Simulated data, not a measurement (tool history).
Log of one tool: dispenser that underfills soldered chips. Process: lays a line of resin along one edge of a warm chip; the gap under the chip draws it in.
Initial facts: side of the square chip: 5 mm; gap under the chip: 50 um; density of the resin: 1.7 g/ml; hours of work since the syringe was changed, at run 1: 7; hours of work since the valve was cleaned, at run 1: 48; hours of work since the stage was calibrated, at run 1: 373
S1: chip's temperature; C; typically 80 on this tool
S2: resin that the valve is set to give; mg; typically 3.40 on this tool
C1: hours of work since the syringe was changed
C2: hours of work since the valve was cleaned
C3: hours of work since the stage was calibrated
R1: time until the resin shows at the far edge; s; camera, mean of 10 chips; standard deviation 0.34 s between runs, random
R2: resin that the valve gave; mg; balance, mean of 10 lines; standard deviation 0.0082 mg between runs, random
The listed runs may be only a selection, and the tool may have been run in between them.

run,hour,S1,S2,C1,C2,C3,R1,R2
1,0.0,80,3.40,7,48,373,22.2,3.277
# hour 1.3: new syringe of resin
# hour 11.3: new syringe of resin
2,11.3,80,3.40,0,56,382,14.3,3.237
# hour 15.5: dispensing valve cleaned and set on the balance
3,20.3,80,3.40,6,4,388,21.2,3.391
# hour 22.4: new syringe of resin
# hour 32.4: new syringe of resin
4,32.5,80,3.40,0,13,397,14.1,3.372
5,41.1,80,3.40,7,19,403,22.3,3.350
# hour 42.4: new syringe of resin
# hour 52.3: new syringe of resin
6,52.5,80,3.40,0,28,412,14.3,3.328
7,60.4,80,3.40,6,34,418,21.5,3.291
# hour 62.1: new syringe of resin
# hour 71.8: new syringe of resin
8,73.9,93,3.40,2,44,428,8.7,3.285
# hour 81.9: new syringe of resin
9,86.2,93,3.40,3,53,437,9.4,3.260
# hour 92.1: new syringe of resin
# hour 95.0: dispensing valve cleaned and set on the balance
10,97.5,80,3.40,3,2,445,17.7,3.381
# hour 103.5: new syringe of resin
11,110.1,80,3.40,5,11,454,19.1,3.354
# hour 113.5: new syringe of resin
12,118.5,88,3.40,4,18,460,11.8,3.337
# hour 123.6: new syringe of resin
13,129.1,80,3.81,4,26,468,18.1,3.716
# hour 133.3: new syringe of resin
14,135.4,80,3.04,2,30,473,15.8,2.962
# hour 143.4: new syringe of resin
15,143.5,80,3.65,0,36,479,14.1,3.533
# hour 153.3: new syringe of resin
16,156.3,80,3.40,2,46,488,16.0,3.262
# hour 163.6: new syringe of resin
17,168.3,80,3.40,4,55,497,17.8,3.235
# hour 174.3: new syringe of resin
# hour 175.3: dispensing valve cleaned and set on the balance
18,180.6,80,3.40,4,4,506,18.3,3.398
# hour 185.2: new syringe of resin
19,191.2,80,3.40,5,12,514,18.4,3.375
# hour 195.2: new syringe of resin
20,202.9,91,4.16,6,21,523,12.2,4.085
# hour 205.2: new syringe of resin
# hour 215.2: new syringe of resin
21,215.8,91,4.16,0,30,532,8.2,4.057
22,223.6,91,4.16,6,36,538,12.3,4.052
# hour 225.5: new syringe of resin
23,234.0,80,4.34,7,44,546,20.9,4.188
# hour 235.9: new syringe of resin
24,243.2,67,3.40,6,51,553,39.4,3.240
# hour 245.8: new syringe of resin
25,253.1,67,3.40,6,58,560,39.6,3.251
# hour 254.7: dispensing valve cleaned and set on the balance
# hour 256.5: new syringe of resin
26,265.8,74,3.16,7,8,569,30.4,3.131
# hour 266.7: new syringe of resin
27,273.8,74,2.97,5,14,575,27.5,2.911
# hour 276.6: new syringe of resin
28,285.7,80,3.44,7,23,584,20.8,3.355

Estimate the outcome of run 29 from the log above:
# hour 287.0: new syringe of resin
29,294.3,82,4.26,6,29,590,?,?

{"run 29": {"R1": 17.7, "R2": 4.142}}
Without the tool's hidden state the same run would have given R1 14.3 s, R2 4.259 mg.
